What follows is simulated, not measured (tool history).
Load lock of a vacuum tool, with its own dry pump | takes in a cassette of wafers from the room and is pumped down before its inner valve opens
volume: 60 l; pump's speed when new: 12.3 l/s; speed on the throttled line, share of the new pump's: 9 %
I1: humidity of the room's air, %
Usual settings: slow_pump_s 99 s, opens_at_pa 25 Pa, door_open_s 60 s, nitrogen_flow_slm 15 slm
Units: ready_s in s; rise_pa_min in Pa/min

{"run": 1, "hour": 0.0, "slow_pump_s": 99, "opens_at_pa": 25, "door_open_s": 60, "nitrogen_flow_slm": 15, "I1": 48.2, "ready_s": 131.5, "rise_pa_min": 0.029}
{"run": 2, "hour": 193.1, "slow_pump_s": 99, "opens_at_pa": 25, "door_open_s": 60, "nitrogen_flow_slm": 15, "I1": 42.4, "ready_s": 131.4, "rise_pa_min": 0.031}
{"run": 3, "hour": 401.5, "slow_pump_s": 99, "opens_at_pa": 25, "door_open_s": 60, "nitrogen_flow_slm": 5, "I1": 45.1, "ready_s": 130.7, "rise_pa_min": 0.031}
{"run": 4, "hour": 595.3, "slow_pump_s": 99, "opens_at_pa": 25, "door_open_s": 60, "nitrogen_flow_slm": 5, "I1": 42.5, "ready_s": 130.8, "rise_pa_min": 0.037}
{"hour": 623.4, "done": "door's seal changed, seat wiped"}
{"run": 5, "hour": 837.6, "slow_pump_s": 53, "opens_at_pa": 25, "door_open_s": 60, "nitrogen_flow_slm": 15, "I1": 41.5, "ready_s": 89.1, "rise_pa_min": 0.023}
{"run": 6, "hour": 993.1, "slow_pump_s": 99, "opens_at_pa": 25, "door_open_s": 60, "nitrogen_flow_slm": 15, "I1": 46.5, "ready_s": 131.3, "rise_pa_min": 0.024}
{"run": 7, "hour": 1302.5, "slow_pump_s": 99, "opens_at_pa": 21, "door_open_s": 60, "nitrogen_flow_slm": 15, "I1": 45.0, "ready_s": 132.1, "rise_pa_min": 0.024}
{"run": 8, "hour": 1441.7, "slow_pump_s": 99, "opens_at_pa": 21, "door_open_s": 60, "nitrogen_flow_slm": 15, "I1": 43.0, "ready_s": 131.9, "rise_pa_min": 0.025}
{"run": 9, "hour": 1682.1, "slow_pump_s": 99, "opens_at_pa": 25, "door_open_s": 82, "nitrogen_flow_slm": 15, "I1": 45.4, "ready_s": 131.1, "rise_pa_min": 0.028}
{"run": 10, "hour": 1870.9, "slow_pump_s": 99, "opens_at_pa": 25, "door_open_s": 60, "nitrogen_flow_slm": 5, "I1": 43.5, "ready_s": 130.4, "rise_pa_min": 0.027}
{"run": 11, "hour": 2128.0, "slow_pump_s": 99, "opens_at_pa": 25, "door_open_s": 60, "nitrogen_flow_slm": 5, "I1": 44.7, "ready_s": 131.1, "rise_pa_min": 0.035}
{"run": 12, "hour": 2274.6, "slow_pump_s": 99, "opens_at_pa": 25, "door_open_s": 60, "nitrogen_flow_slm": 5, "I1": 47.0, "ready_s": 130.6, "rise_pa_min": 0.037}
{"run": 13, "hour": 2524.4, "slow_pump_s": 99, "opens_at_pa": 25, "door_open_s": 60, "nitrogen_flow_slm": 5, "I1": 44.2, "ready_s": 131.1, "rise_pa_min": 0.035}
{"run": 14, "hour": 2824.3, "slow_pump_s": 99, "opens_at_pa": 25, "door_open_s": 60, "nitrogen_flow_slm": 5, "I1": 46.9, "ready_s": 130.6, "rise_pa_min": 0.03}
{"run": 15, "hour": 3119.6, "slow_pump_s": 99, "opens_at_pa": 25, "door_open_s": 60, "nitrogen_flow_slm": 5, "I1": 46.6, "ready_s": 130.4, "rise_pa_min": 0.031}
{"run": 16, "hour": 3389.7, "slow_pump_s": 99, "opens_at_pa": 25, "door_open_s": 60, "nitrogen_flow_slm": 5, "I1": 45.6, "ready_s": 131.2, "rise_pa_min": 0.032}
{"run": 17, "hour": 3653.3, "slow_pump_s": 99, "opens_at_pa": 48, "door_open_s": 60, "nitrogen_flow_slm": 5, "I1": 44.0, "ready_s": 127.8, "rise_pa_min": 0.035}
{"run": 18, "hour": 3896.8, "slow_pump_s": 99, "opens_at_pa": 48, "door_open_s": 60, "nitrogen_flow_slm": 5, "I1": 44.1, "ready_s": 127.7, "rise_pa_min": 0.033}
{"run": 19, "hour": 4085.6, "slow_pump_s": 99, "opens_at_pa": 25, "door_open_s": 56, "nitrogen_flow_slm": 15, "I1": 43.0, "ready_s": 131.0, "rise_pa_min": 0.025}
{"run": 20, "hour": 4264.2, "slow_pump_s": 112, "opens_at_pa": 25, "door_open_s": 60, "nitrogen_flow_slm": 15, "I1": 45.3, "ready_s": 141.9, "rise_pa_min": 0.026}
{"run": 21, "hour": 4543.5, "slow_pump_s": 155, "opens_at_pa": 39, "door_open_s": 113, "nitrogen_flow_slm": 32, "I1": 43.0, "ready_s": 180.8, "rise_pa_min": 0.026}

The next listed run, before its measurement:
{"run": 22, "hour": 4830.6, "slow_pump_s": 155, "opens_at_pa": 39, "door_open_s": 113, "nitrogen_flow_slm": 32, "I1": 45.5, "ready_s": "?", "rise_pa_min": "?"}

ready_s: 180.2 s
rise_pa_min: 0.020 Pa/min
Without the tool's hidden state the same run would have given ready_s 180.2 s, rise_pa_min 0.020 Pa/min.
